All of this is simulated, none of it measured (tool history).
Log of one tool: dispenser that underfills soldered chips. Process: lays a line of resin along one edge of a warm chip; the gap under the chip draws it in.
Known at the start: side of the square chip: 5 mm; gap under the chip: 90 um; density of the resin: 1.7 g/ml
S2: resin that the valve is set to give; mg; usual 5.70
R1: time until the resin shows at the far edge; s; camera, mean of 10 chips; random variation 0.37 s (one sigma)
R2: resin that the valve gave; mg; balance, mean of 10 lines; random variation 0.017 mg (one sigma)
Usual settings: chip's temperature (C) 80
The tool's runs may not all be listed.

run 1 day=0.000 | chip's_temperature_(C)=80 S2=5.70 | R1=28.2 R2=5.68
-- day=0.104 new syringe of resin
-- day=0.429 new syringe of resin
run 2 day=0.638 | chip's_temperature_(C)=80 S2=5.70 | R1=27.7 R2=5.63
-- day=0.792 new syringe of resin
run 3 day=1.025 | chip's_temperature_(C)=80 S2=5.70 | R1=27.4 R2=5.56
-- day=1.133 new syringe of resin
run 4 day=1.404 | chip's_temperature_(C)=80 S2=7.29 | R1=27.9 R2=7.10
-- day=1.479 new syringe of resin
-- day=1.817 new syringe of resin
run 5 day=1.925 | chip's_temperature_(C)=80 S2=6.12 | R1=26.7 R2=5.92
-- day=2.162 new syringe of resin
-- day=2.517 new syringe of resin
run 6 day=2.525 | chip's_temperature_(C)=80 S2=6.83 | R1=24.3 R2=6.53
-- day=2.867 new syringe of resin
run 7 day=3.167 | chip's_temperature_(C)=80 S2=6.83 | R1=29.5 R2=6.45
-- day=3.221 new syringe of resin
-- day=3.562 new syringe of resin
run 8 day=3.733 | chip's_temperature_(C)=80 S2=5.70 | R1=27.3 R2=5.33
-- day=3.917 new syringe of resin
-- day=4.233 dispensing valve cleaned and set on the balance
-- day=4.300 new syringe of resin
run 9 day=4.471 | chip's_temperature_(C)=80 S2=5.70 | R1=26.6 R2=5.70
-- day=4.625 new syringe of resin
-- day=4.958 new syringe of resin
run 10 day=5.017 | chip's_temperature_(C)=80 S2=5.70 | R1=25.7 R2=5.66
-- day=5.304 new syringe of resin
run 11 day=5.308 | chip's_temperature_(C)=80 S2=5.70 | R1=25.5 R2=5.61
-- day=5.671 new syringe of resin
run 12 day=5.729 | chip's_temperature_(C)=80 S2=5.70 | R1=26.9 R2=5.55
-- day=6.017 new syringe of resin
run 13 day=6.317 | chip's_temperature_(C)=80 S2=4.86 | R1=31.1 R2=4.68
-- day=6.358 new syringe of resin
-- day=6.688 new syringe of resin
run 14 day=6.729 | chip's_temperature_(C)=80 S2=5.69 | R1=25.9 R2=5.48
-- day=7.025 new syringe of resin
run 15 day=7.292 | chip's_temperature_(C)=74 S2=5.49 | R1=39.0 R2=5.21
-- day=7.358 new syringe of resin
run 16 day=7.638 | chip's_temperature_(C)=89 S2=5.15 | R1=21.0 R2=4.89
-- day=7.704 new syringe of resin
run 17 day=7.996 | chip's_temperature_(C)=89 S2=6.25 | R1=20.7 R2=5.88
-- day=8.058 new syringe of resin
-- day=8.412 new syringe of resin
run 18 day=8.625 | chip's_temperature_(C)=88 S2=5.45 | R1=20.6 R2=5.06
-- day=8.721 dispensing valve cleaned and set on the balance
-- day=8.792 new syringe of resin
-- day=9.142 new syringe of resin
run 19 day=9.238 | chip's_temperature_(C)=80 S2=7.34 | R1=26.1 R2=7.26
-- day=9.483 new syringe of resin
run 20 day=9.733 | chip's_temperature_(C)=87 S2=6.65 | R1=21.3 R2=6.52
-- day=9.858 new syringe of resin
run 21 day=10.154 | chip's_temperature_(C)=74 S2=5.88 | R1=39.1 R2=5.72
-- day=10.208 new syringe of resin
run 22 day=10.454 | chip's_temperature_(C)=79 S2=4.81 | R1=32.8 R2=4.69
-- day=10.546 new syringe of resin
run 23 day=10.800 | chip's_temperature_(C)=79 S2=4.81 | R1=32.7 R2=4.70
-- day=10.917 new syringe of resin
-- day=11.271 new syringe of resin
run 24 day=11.271 | chip's_temperature_(C)=89 S2=4.81 | R1=19.1 R2=4.62
-- day=11.592 new syringe of resin
run 25 day=11.662 | chip's_temperature_(C)=71 S2=6.90 | R1=39.9 R2=6.61
-- day=11.917 new syringe of resin
run 26 day=12.096 | chip's_temperature_(C)=71 S2=6.90 | R1=41.3 R2=6.56
-- day=12.271 new syringe of resin
-- day=12.612 new syringe of resin
run 27 day=12.708 | chip's_temperature_(C)=82 S2=6.26 | R1=25.5 R2=5.85
-- day=12.933 new syringe of resin
run 28 day=13.054 | chip's_temperature_(C)=93 S2=5.95 | R1=16.2 R2=5.54

5 ways to go on from here, each from the tool as it stands after run 28. What would each give?
-- day=13.204 dispensing valve cleaned and set on the balance
-- day=13.312 new syringe of resin
run A day=13.383 | chip's_temperature_(C)=93 S2=6.71 | R1=? R2=?
-- day=13.204 dispensing valve cleaned and set on the balance
-- day=13.312 new syringe of resin
run B day=13.383 | chip's_temperature_(C)=73 S2=5.13 | R1=? R2=?
-- day=13.204 dispensing valve cleaned and set on the balance
-- day=13.312 new syringe of resin
run C day=13.383 | chip's_temperature_(C)=89 S2=5.65 | R1=? R2=?
-- day=13.204 dispensing valve cleaned and set on the balance
-- day=13.312 new syringe of resin
run D day=13.383 | chip's_temperature_(C)=91 S2=5.74 | R1=? R2=?
-- day=13.204 dispensing valve cleaned and set on the balance
-- day=13.312 new syringe of resin
run E day=13.383 | chip's_temperature_(C)=93 S2=6.61 | R1=? R2=?

run=A R1=15.2 R2=6.65
run=B R1=37.9 R2=5.13
run=C R1=18.3 R2=5.63
run=D R1=17.1 R2=5.70
run=E R1=15.1 R2=6.56
Without the tool's hidden state the same runs would have given:
run=A R1=12.4 R2=6.70
run=B R1=30.4 R2=5.16
run=C R1=15.0 R2=5.67
run=D R1=14.0 R2=5.74
run=E R1=12.3 R2=6.60

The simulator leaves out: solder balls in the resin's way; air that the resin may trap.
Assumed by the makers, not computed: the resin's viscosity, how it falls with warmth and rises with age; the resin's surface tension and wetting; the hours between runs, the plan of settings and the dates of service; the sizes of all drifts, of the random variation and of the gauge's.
